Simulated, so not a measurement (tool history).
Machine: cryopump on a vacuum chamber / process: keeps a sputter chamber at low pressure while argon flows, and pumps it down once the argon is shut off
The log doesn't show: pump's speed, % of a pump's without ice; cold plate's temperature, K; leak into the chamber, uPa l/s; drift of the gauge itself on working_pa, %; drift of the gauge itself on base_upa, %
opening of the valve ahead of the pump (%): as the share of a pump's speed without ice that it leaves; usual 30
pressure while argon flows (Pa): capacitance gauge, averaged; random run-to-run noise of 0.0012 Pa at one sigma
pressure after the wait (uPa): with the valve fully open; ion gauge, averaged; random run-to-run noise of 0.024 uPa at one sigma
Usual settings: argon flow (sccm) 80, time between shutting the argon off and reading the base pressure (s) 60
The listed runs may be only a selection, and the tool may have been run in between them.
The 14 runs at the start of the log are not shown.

run,hour,argon flow (sccm),time between shutting the argon off and reading the base pressure (s),opening of the valve ahead of the pump (%),hours of work since the pump was warmed up and emptied,hours of work since the cold head was overhauled,hours of work since the chamber's fittings were tightened,pressure while argon flows (Pa),pressure after the wait (uPa)
15,308.2,80,212,30,659,659,190,0.2907,0.75
16,325.4,101,60,30,667,667,198,0.3694,1.26
17,342.2,101,60,30,674,674,206,0.3677,1.31
18,367.7,59,102,30,686,686,217,0.2139,1
19,386.3,32,54,30,695,695,226,0.1167,1.37
20,412.8,32,54,30,707,707,238,0.117,1.45
21,433.4,32,54,30,717,717,248,0.1173,1.45
22,456.3,32,60,25,727,727,258,0.138,1.4
23,468.7,32,60,25,733,733,264,0.1398,1.4
24,484.5,32,60,25,740,740,272,0.1393,1.43
25,498.8,80,24,18,747,747,278,0.4798,2.43
26,525.2,80,98,18,759,759,290,0.4796,1.13
27,543.3,80,98,18,768,768,299,0.4773,1.21
28,556.8,80,98,18,774,774,305,0.4801,1.21
29,574.9,52,96,48,782,782,313,0.1237,1.18
30,588,80,23,30,788,788,320,0.2959,2.55
31,611.3,80,23,30,799,799,330,0.2959,2.61
32,631,97,73,25,808,808,339,0.4212,1.42
33,650.4,74,60,30,817,817,348,0.2731,1.47
34,677.3,74,60,30,830,830,361,0.2737,1.59

3 ways to go on from here, each from the tool as it stands after run 34. What would each give?
A,689.5,47,82,30,835,835,367,?,?
B,689.5,80,69,19,835,835,367,?,?
C,689.5,74,137,18,835,835,367,?,?

run,pressure while argon flows (Pa),pressure after the wait (uPa)
A,0.1731,1.36
B,0.455,1.5
C,0.4429,1.19
Take away the tool's hidden state, keep each run's random variation, and the runs would have read:
run,pressure while argon flows (Pa),pressure after the wait (uPa)
A,0.1626,0.67
B,0.4371,0.79
C,0.4264,0.49
